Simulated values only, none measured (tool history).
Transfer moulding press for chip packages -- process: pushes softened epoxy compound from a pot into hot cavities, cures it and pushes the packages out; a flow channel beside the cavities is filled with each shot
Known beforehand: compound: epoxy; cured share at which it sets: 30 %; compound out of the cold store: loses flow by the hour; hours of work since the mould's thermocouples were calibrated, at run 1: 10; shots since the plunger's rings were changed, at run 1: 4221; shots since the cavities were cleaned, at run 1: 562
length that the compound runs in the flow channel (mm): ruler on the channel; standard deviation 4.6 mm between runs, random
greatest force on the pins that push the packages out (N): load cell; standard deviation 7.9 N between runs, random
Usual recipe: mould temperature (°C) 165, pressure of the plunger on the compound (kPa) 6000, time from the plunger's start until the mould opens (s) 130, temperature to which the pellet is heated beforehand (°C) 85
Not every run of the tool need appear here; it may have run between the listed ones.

run,hour,mould temperature (°C),pressure of the plunger on the compound (kPa),time from the plunger's start until the mould opens (s),temperature to which the pellet is heated beforehand (°C),hours of work since the mould's thermocouples were calibrated,shots since the plunger's rings were changed,shots since the cavities were cleaned,incoming compound's hours out of the cold store,length that the compound runs in the flow channel (mm),greatest force on the pins that push the packages out (N)
1,0.0,165,6000,130,85,10,4221,562,44.0,679,334
2,8.1,165,6000,147,85,15,4291,632,27.7,717,318
3,15.2,159,6000,130,85,19,4351,692,9.7,812,505
4,21.1,165,6000,130,85,22,4401,742,36.4,697,352
5,29.0,165,6000,130,85,27,4469,810,44.9,669,342
6,32.8,165,6000,130,85,29,4502,843,28.6,718,357
7,40.8,165,6000,130,85,34,4570,911,15.3,765,350
8,47.9,165,5020,130,85,38,4631,972,40.1,622,351
9,55.9,165,5020,130,85,43,4700,1041,12.5,706,357
10,62.5,165,6000,130,83,47,4756,1097,35.2,704,345
# hour 67.4: cavities cleaned with cleaning compound and waxed
11,70.5,165,6000,169,85,51,4812,27,13.5,765,311
12,76.0,165,6000,130,85,54,4859,74,15.7,759,356
13,82.3,165,6000,125,85,58,4913,128,9.1,781,369
14,90.1,165,6000,125,85,62,4979,194,37.7,690,356
15,97.4,165,6000,125,85,67,5042,257,9.4,781,368
16,102.0,165,6000,169,89,69,5081,296,27.0,726,334
17,107.7,165,6000,169,89,73,5130,345,34.9,702,322
18,111.5,165,6000,130,85,75,5163,378,36.5,701,362
19,118.3,165,6000,130,85,79,5221,436,45.8,665,345
20,123.8,166,6410,122,81,82,5268,483,35.9,709,353
21,130.6,164,6000,119,85,86,5326,541,13.3,772,402
22,134.4,164,6000,119,85,89,5359,574,28.2,723,390
23,140.6,164,6000,119,85,92,5412,627,31.1,722,402
24,149.5,172,6000,164,88,98,5488,703,31.3,673,321
# hour 155.0: plunger's sealing rings changed
25,156.0,172,6000,164,88,100,8,737,10.0,739,324
26,160.8,172,6000,164,88,103,50,779,21.3,718,321
27,167.7,173,6000,147,85,107,109,838,10.2,747,317

Alternative continuations, all from the tool just after run 27; predict every row:
A,175.1,165,6000,147,85,111,172,901,14.7,?,?
B,175.1,157,6000,144,78,111,172,901,47.3,?,?
C,175.1,165,6000,130,91,111,172,901,10.2,?,?

run,length that the compound runs in the flow channel (mm),greatest force on the pins that push the packages out (N)
A,755,332
B,709,450
C,785,346
Stripped of hidden state, with their random variation kept, the same runs would have yielded:
run,length that the compound runs in the flow channel (mm),greatest force on the pins that push the packages out (N)
A,755,327
B,709,444
C,785,341

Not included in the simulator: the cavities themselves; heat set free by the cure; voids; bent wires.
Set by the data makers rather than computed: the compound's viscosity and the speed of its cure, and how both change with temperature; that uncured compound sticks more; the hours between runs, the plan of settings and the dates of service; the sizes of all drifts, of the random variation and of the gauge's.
